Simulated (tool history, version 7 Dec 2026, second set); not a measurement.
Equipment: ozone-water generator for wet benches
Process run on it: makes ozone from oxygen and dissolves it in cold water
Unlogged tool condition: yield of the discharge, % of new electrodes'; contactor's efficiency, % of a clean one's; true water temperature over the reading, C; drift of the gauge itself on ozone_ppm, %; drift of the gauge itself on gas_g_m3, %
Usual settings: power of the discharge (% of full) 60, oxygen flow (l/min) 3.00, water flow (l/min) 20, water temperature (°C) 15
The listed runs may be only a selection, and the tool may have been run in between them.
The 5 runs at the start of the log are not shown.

run,day,power of the discharge (% of full),oxygen flow (l/min),water flow (l/min),water temperature (°C),hours of work since the electrodes were changed,hours of work since the contactor was cleaned,hours of work since the thermometer was calibrated,dissolved ozone (ppm),ozone in the gas ahead of the water (g/m3)
6,8.967,60,2.16,20,15,1536,1176,2591,16.5,295.4
7,10.588,60,2.16,20,15,1573,1213,2628,16.6,294.8
8,12.017,60,2.16,20,15,1606,1245,2660,16.6,294.8
9,14.383,60,3.00,20,15,1659,1299,2714,17.3,246.1
10,15.625,60,3.00,20,15,1687,1327,2742,17.3,245.5
11,16.879,60,3.00,20,15,1715,1355,2770,17.4,245.6
12,18.950,60,3.00,20,15,1762,1402,2817,17.5,245.8
13,21.546,80,3.00,20,15,1821,1461,2875,19.9,286.4
14,23.646,80,3.00,20,8,1869,1508,2923,21.4,284.1
15,25.121,80,3.00,20,8,1902,1542,2956,21.3,285.0
16,26.867,80,3.00,20,8,1941,1581,2996,21.3,286.9
17,28.679,60,3.00,15,15,1982,1622,3037,22.1,243.7
18,31.192,80,3.00,21,9,2039,1679,3094,20.6,283.9
19,33.046,60,3.00,29,11,2081,1721,3136,12.4,244.4

Run 20 is up next; what results do you expect?
20,35.542,60,3.00,29,11,2138,1777,3192,?,?

dissolved ozone (ppm): 12.5
ozone in the gas ahead of the water (g/m3): 244.0
Had the tool carried no hidden state, the very same run would have given dissolved ozone (ppm) 12.5, ozone in the gas ahead of the water (g/m3) 249.3.
